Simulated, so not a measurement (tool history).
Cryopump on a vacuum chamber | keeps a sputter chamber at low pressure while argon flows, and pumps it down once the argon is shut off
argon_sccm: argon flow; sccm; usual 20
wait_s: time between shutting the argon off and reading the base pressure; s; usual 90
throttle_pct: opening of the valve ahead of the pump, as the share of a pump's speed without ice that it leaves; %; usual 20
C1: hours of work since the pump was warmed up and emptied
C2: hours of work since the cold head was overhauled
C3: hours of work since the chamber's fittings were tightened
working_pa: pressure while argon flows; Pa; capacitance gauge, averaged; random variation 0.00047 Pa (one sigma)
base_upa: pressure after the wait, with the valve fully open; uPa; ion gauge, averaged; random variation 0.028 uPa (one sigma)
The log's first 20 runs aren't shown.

Run 21, hour 256.3: usual settings but argon_sccm 10 sccm, wait_s 156 s, throttle_pct 30 %; C1 173; C2 173; C3 808. Result: working_pa 0.0482 Pa, base_upa 1.37 uPa.
Run 22, hour 272.0: usual settings but argon_sccm 10 sccm, wait_s 156 s, throttle_pct 30 %; C1 180; C2 180; C3 815. Result: working_pa 0.0489 Pa, base_upa 1.33 uPa.
Run 23, hour 291.5: usual settings but argon_sccm 30 sccm, wait_s 38 s, throttle_pct 41 %; C1 189; C2 189; C3 824. Result: working_pa 0.1054 Pa, base_upa 3.24 uPa.
Run 24, hour 304.6: usual settings but argon_sccm 24 sccm, wait_s 62 s, throttle_pct 41 %; C1 195; C2 195; C3 830. Result: working_pa 0.0851 Pa, base_upa 2.24 uPa.
Run 25, hour 322.6: usual settings but argon_sccm 24 sccm, wait_s 62 s, throttle_pct 41 %; C1 204; C2 204; C3 839. Result: working_pa 0.0848 Pa, base_upa 2.29 uPa.
Run 26, hour 334.8: usual settings but argon_sccm 8 sccm, wait_s 249 s, throttle_pct 32 %; C1 209; C2 209; C3 844. Result: working_pa 0.0362 Pa, base_upa 1.11 uPa.
Run 27, hour 347.0: usual settings but throttle_pct 39 %; C1 215; C2 215; C3 850. Result: working_pa 0.0741 Pa, base_upa 1.80 uPa.
Run 28, hour 366.1: usual settings but throttle_pct 39 %; C1 224; C2 224; C3 859. Result: working_pa 0.0748 Pa, base_upa 1.80 uPa.
Run 29, hour 377.7: usual settings but argon_sccm 25 sccm, wait_s 24 s, throttle_pct 58 %; C1 229; C2 229; C3 864. Result: working_pa 0.0632 Pa, base_upa 4.76 uPa.
Run 30, hour 387.7: usual settings but argon_sccm 25 sccm, wait_s 24 s, throttle_pct 58 %; C1 234; C2 234; C3 869. Result: working_pa 0.0638 Pa, base_upa 4.73 uPa.
Run 31, hour 404.9: usual settings but argon_sccm 9 sccm, wait_s 21 s, throttle_pct 19 %; C1 242; C2 242; C3 877. Result: working_pa 0.0682 Pa, base_upa 5.50 uPa.
Run 32, hour 419.8: usual settings but argon_sccm 14 sccm, wait_s 21 s, throttle_pct 21 %; C1 249; C2 249; C3 884. Result: working_pa 0.0960 Pa, base_upa 5.46 uPa.
Run 33, hour 436.6: usual settings but argon_sccm 14 sccm, wait_s 21 s, throttle_pct 21 %; C1 257; C2 257; C3 892. Result: working_pa 0.0962 Pa, base_upa 5.22 uPa.
Run 34, hour 452.1: usual settings but argon_sccm 14 sccm, wait_s 21 s, throttle_pct 21 %; C1 264; C2 264; C3 899. Result: working_pa 0.0959 Pa, base_upa 5.30 uPa.
Run 35, hour 466.6: usual settings but argon_sccm 14 sccm, wait_s 43 s, throttle_pct 31 %; C1 271; C2 271; C3 906. Result: working_pa 0.0649 Pa, base_upa 2.95 uPa.
Run 36, hour 483.5: usual settings but argon_sccm 14 sccm, wait_s 43 s, throttle_pct 35 %; C1 279; C2 279; C3 914. Result: working_pa 0.0587 Pa, base_upa 3.08 uPa.

3 ways to go on from here, each from the tool as it stands after run 36. What would each give?
Run A, hour 492.8: usual settings but argon_sccm 38 sccm, wait_s 43 s, throttle_pct 29 %; C1 283; C2 283; C3 918. Result: working_pa ?, base_upa ?.
Run B, hour 492.8: usual settings but argon_sccm 8 sccm, wait_s 113 s; C1 283; C2 283; C3 918. Result: working_pa ?, base_upa ?.
Run C, hour 492.8: usual settings but argon_sccm 17 sccm, throttle_pct 46 %; C1 283; C2 283; C3 918. Result: working_pa ?, base_upa ?.

run  working_pa  base_upa
  A      0.1904      3.04
  B      0.0576      1.71
  C      0.0538      1.85
Without the tool's hidden state the same runs would have given:
run  working_pa  base_upa
  A      0.1853      2.48
  B      0.0566      1.14
  C      0.0516      1.31
